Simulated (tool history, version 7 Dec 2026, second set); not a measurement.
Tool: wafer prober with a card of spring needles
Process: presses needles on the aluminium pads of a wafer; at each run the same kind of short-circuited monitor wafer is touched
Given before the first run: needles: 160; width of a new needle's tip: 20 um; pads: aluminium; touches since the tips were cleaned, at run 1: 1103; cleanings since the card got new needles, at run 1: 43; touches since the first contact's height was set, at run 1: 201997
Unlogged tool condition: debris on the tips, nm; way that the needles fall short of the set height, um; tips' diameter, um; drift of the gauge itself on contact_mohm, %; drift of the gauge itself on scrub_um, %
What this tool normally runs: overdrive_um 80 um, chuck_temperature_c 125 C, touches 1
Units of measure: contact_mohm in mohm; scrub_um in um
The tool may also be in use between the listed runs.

run,hour,overdrive_um,chuck_temperature_c,touches,touches since the tips were cleaned,cleanings since the card got new needles,touches since the first contact's height was set,contact_mohm,scrub_um
1,0,80,125,1,1103,43,201997,180,13.46
# hour 9.6: tips cleaned on abrasive film
2,19.7,80,101,1,3317,44,208426,187,13.47
# hour 22.7: tips cleaned on abrasive film
# hour 35.2: tips cleaned on abrasive film
3,37,70,101,1,608,46,214061,176,11.7
# hour 48.2: tips cleaned on abrasive film
4,52.7,93,125,1,1499,47,219191,175,15.82
# hour 60.2: tips cleaned on abrasive film
5,66.1,80,125,2,1929,48,223551,174,13.42
# hour 73.2: tips cleaned on abrasive film
# hour 74.9: height of the first contact set anew
6,79.6,79,125,2,2010,49,1525,176,13.91
# hour 86.4: tips cleaned on abrasive film
7,92.9,75,125,2,2114,50,5857,175,13.18
# hour 99.3: tips cleaned on abrasive film
# hour 111.7: tips cleaned on abrasive film
8,112.9,80,112,1,397,52,12365,167,14.09
# hour 124.2: tips cleaned on abrasive film
9,130.7,80,112,1,2121,53,18183,182,14.02
# hour 137.2: tips cleaned on abrasive film
10,140.7,82,125,1,1144,54,21454,177,14.38
# hour 150.1: tips cleaned on abrasive film
11,160.9,82,125,1,3523,55,28039,190,14.31
# hour 163.9: tips cleaned on abrasive film
# hour 177.2: tips cleaned on abrasive film
12,179.3,82,125,1,673,57,34021,174,14.37
# hour 189.6: tips cleaned on abrasive film
13,191.2,82,125,1,516,58,37897,170,14.29
# hour 202.5: tips cleaned on abrasive film
14,209.2,82,125,1,2214,59,43798,185,14.22
# hour 215.8: tips cleaned on abrasive film
# hour 229: tips cleaned on abrasive film
15,229.1,80,125,1,50,61,50280,160,14.03
# hour 241.2: tips cleaned on abrasive film
16,246.9,80,125,1,1873,62,56085,184,13.96
# hour 254.1: tips cleaned on abrasive film
17,260.2,80,125,1,2020,63,60423,185,13.88
# hour 266: tips cleaned on abrasive film
# hour 278.6: tips cleaned on abrasive film
18,281.7,86,125,2,1007,65,67415,166,14.87
# hour 291.9: tips cleaned on abrasive film
19,295.9,70,74,2,1321,66,72069,171,12
# hour 304.3: tips cleaned on abrasive film
20,304.9,62,74,2,189,67,74971,159,10.71
# hour 317.3: tips cleaned on abrasive film
21,323.6,80,125,2,2045,68,81080,172,13.84
# hour 329.2: tips cleaned on abrasive film
22,339.2,78,102,1,3291,69,86195,191,13.44
# hour 342.5: tips cleaned on abrasive film
23,350.1,69,43,1,2498,70,89729,190,11.9
# hour 355.5: tips cleaned on abrasive film
24,359.6,69,43,1,1347,71,92828,176,11.87
# hour 368.9: tips cleaned on abrasive film
25,372.4,68,30,1,1154,72,96985,177,11.66
# hour 381.8: tips cleaned on abrasive film
26,386.6,80,125,3,1568,73,101627,168,13.75
# hour 393.7: tips cleaned on abrasive film
27,402.1,61,52,1,2774,74,106705,204,10.37
# hour 405.9: tips cleaned on abrasive film
28,417.3,61,52,1,3748,75,111643,213,10.46
# hour 419.2: tips cleaned on abrasive film
# hour 432.5: tips cleaned on abrasive film
29,434.6,92,124,2,686,77,117282,165,15.82
# hour 444.7: tips cleaned on abrasive film
30,444.8,92,29,2,36,78,120603,143,15.86
31,454.8,92,125,1,3323,78,123890,181,15.86

Forecast each of these 4 alternatives for the next run:
# hour 457.9: tips cleaned on abrasive film
# hour 470.9: tips cleaned on abrasive film
A,473.4,66,125,1,830,80,129919,?,?
# hour 457.9: tips cleaned on abrasive film
# hour 470.9: tips cleaned on abrasive film
B,473.4,92,115,1,830,80,129919,?,?
# hour 457.9: tips cleaned on abrasive film
# hour 470.9: tips cleaned on abrasive film
C,473.4,80,26,2,830,80,129919,?,?
# hour 457.9: tips cleaned on abrasive film
# hour 470.9: tips cleaned on abrasive film
D,473.4,80,125,2,830,80,129919,?,?

run,contact_mohm,scrub_um
A,187,11.25
B,168,15.86
C,155,13.74
D,169,13.68
With the hidden condition removed and each run's random variation left untouched, the same runs would have given:
run,contact_mohm,scrub_um
A,163,11.63
B,154,16.24
C,143,14.12
D,158,14.06
